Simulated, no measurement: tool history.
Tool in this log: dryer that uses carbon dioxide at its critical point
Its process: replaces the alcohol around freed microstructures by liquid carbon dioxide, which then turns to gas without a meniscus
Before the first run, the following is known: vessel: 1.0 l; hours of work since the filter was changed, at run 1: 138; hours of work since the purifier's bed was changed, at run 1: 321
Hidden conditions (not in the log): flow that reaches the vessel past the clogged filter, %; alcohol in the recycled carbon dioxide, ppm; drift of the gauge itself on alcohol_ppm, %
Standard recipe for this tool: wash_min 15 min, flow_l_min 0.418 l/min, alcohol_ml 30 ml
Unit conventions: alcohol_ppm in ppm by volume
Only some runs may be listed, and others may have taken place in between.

run    day  wash_min  flow_l_min  alcohol_ml  hours of work since the filter was changed  hours of work since the purifier's bed was changed  alcohol_ppm
  1  0.000        15       0.418          30                                         138                                                 321          199
  2  0.400        15       0.418          30                                         144                                                 326          204
  3  0.800        15       0.418          30                                         149                                                 332          209
  4  1.342        15       0.683          30                                         157                                                 339           96
     1.462  -- inlet filter changed
  5  2.025        15       0.683          30                                           8                                                 348           99
  6  2.450        23       0.418          30                                          14                                                 354          105
  7  3.042        15       0.418          20                                          22                                                 362          152
  8  3.671        15       0.418          20                                          31                                                 371          148
  9  4.229        15       0.418          20                                          39                                                 379          166
 10  4.662        11       0.418          20                                          45                                                 385          386
 11  5.171        11       0.418          20                                          52                                                 392          379
 12  5.633        11       0.418          20                                          58                                                 398          374
 13  6.025        11       0.418          77                                          63                                                 404         1203
 14  6.483        15       0.418          34                                          70                                                 410          223
 15  6.862        15       0.418          34                                          75                                                 416          226
 16  7.454        17       0.301          91                                          83                                                 424          944
 17  7.921        17       0.301          91                                          90                                                 430          957

The next listed run, before its measurement:
 18  8.271        12       0.356          91                                          95                                                 435            ?

{"run 18": {"alcohol_ppm": 2000}}
On a tool with no hidden condition, and with the same random variation, this run would have come out at alcohol_ppm 1328 ppm by volume.
